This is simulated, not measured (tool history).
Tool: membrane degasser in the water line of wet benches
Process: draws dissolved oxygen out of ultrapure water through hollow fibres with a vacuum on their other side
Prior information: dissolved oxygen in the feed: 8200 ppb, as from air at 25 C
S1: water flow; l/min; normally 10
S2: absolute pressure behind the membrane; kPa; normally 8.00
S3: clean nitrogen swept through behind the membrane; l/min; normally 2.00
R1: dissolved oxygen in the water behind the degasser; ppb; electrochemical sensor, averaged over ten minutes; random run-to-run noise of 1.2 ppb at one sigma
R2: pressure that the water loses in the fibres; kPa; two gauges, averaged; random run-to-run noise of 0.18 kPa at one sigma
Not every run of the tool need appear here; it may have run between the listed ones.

| run | day | S1 | S2 | S3 | R1 | R2 |
|---|---|---|---|---|---|---|
| 1 | 0.000 | 10 | 8.00 | 2.00 | 119.4 | 31.27 |
| 2 | 7.421 | 10 | 8.00 | 2.00 | 119.7 | 31.31 |
| 3 | 16.583 | 10 | 8.00 | 2.00 | 121.3 | 31.24 |
| 4 | 25.533 | 10 | 8.00 | 2.00 | 119.8 | 31.48 |
| 5 | 30.067 | 10 | 8.00 | 2.00 | 120.7 | 30.96 |
| 6 | 36.921 | 10 | 8.00 | 2.00 | 118.9 | 31.25 |
| 7 | 46.008 | 10 | 7.07 | 2.00 | 109.5 | 31.34 |
| 8 | 55.708 | 10 | 7.07 | 2.00 | 110.9 | 31.05 |
| 9 | 66.254 | 10 | 8.00 | 2.00 | 119.5 | 31.02 |
| 10 | 74.004 | 10 | 8.00 | 2.00 | 120.0 | 31.26 |
| 11 | 81.571 | 10 | 8.00 | 1.75 | 129.4 | 31.17 |
| 12 | 91.892 | 10 | 8.00 | 1.75 | 126.4 | 31.05 |
| 13 | 99.738 | 10 | 8.00 | 1.75 | 128.0 | 31.06 |
| 14 | 109.758 | 10 | 8.00 | 1.75 | 128.2 | 31.47 |
| 15 | 118.062 | 10 | 8.00 | 2.00 | 119.1 | 31.24 |
| 16 | 127.146 | 10 | 8.00 | 2.00 | 119.8 | 31.15 |
| 17 | 136.421 | 10 | 8.00 | 2.00 | 117.9 | 31.08 |
| 18 | 141.925 | 6 | 19.24 | 2.10 | 131.8 | 19.02 |
| 19 | 148.467 | 10 | 13.20 | 4.23 | 118.8 | 31.09 |
| 20 | 155.242 | 10 | 9.09 | 2.16 | 127.8 | 31.12 |
| 21 | 164.075 | 16 | 8.00 | 3.66 | 200.9 | 49.37 |
| 22 | 169.467 | 16 | 8.00 | 3.66 | 204.9 | 49.72 |
| 23 | 179.867 | 11 | 7.45 | 3.66 | 106.4 | 34.50 |
| 24 | 189.642 | 11 | 7.45 | 3.66 | 106.5 | 34.44 |
| 25 | 198.483 | 11 | 7.45 | 3.66 | 107.5 | 34.27 |
| 26 | 205.771 | 7 | 8.00 | 2.00 | 69.0 | 21.95 |
| 27 | 212.096 | 7 | 8.00 | 2.00 | 68.4 | 22.00 |
| 28 | 220.846 | 7 | 6.63 | 1.92 | 59.2 | 21.82 |
| 29 | 229.642 | 11 | 6.28 | 4.88 | 93.8 | 34.05 |
| 30 | 240.496 | 11 | 6.28 | 4.88 | 96.5 | 34.28 |
| 31 | 250.454 | 10 | 6.36 | 5.27 | 76.3 | 31.15 |
| 32 | 256.438 | 7 | 6.36 | 1.75 | 60.0 | 21.78 |

Put back what was entered between runs (2 entries, withheld): which listed runs does each sit between, and how does the hidden state differ from the listed run before to the listed run after?
Runs 8 to 9: vacuum gauge calibrated (day 56.712)
  air that leaks in behind the membrane, l/min: 0.0021 -> 0.0022
Runs 9 to 10: seals of the vacuum lines changed (day 69.754)
  air that leaks in behind the membrane, l/min: 0.0022 -> 0.002

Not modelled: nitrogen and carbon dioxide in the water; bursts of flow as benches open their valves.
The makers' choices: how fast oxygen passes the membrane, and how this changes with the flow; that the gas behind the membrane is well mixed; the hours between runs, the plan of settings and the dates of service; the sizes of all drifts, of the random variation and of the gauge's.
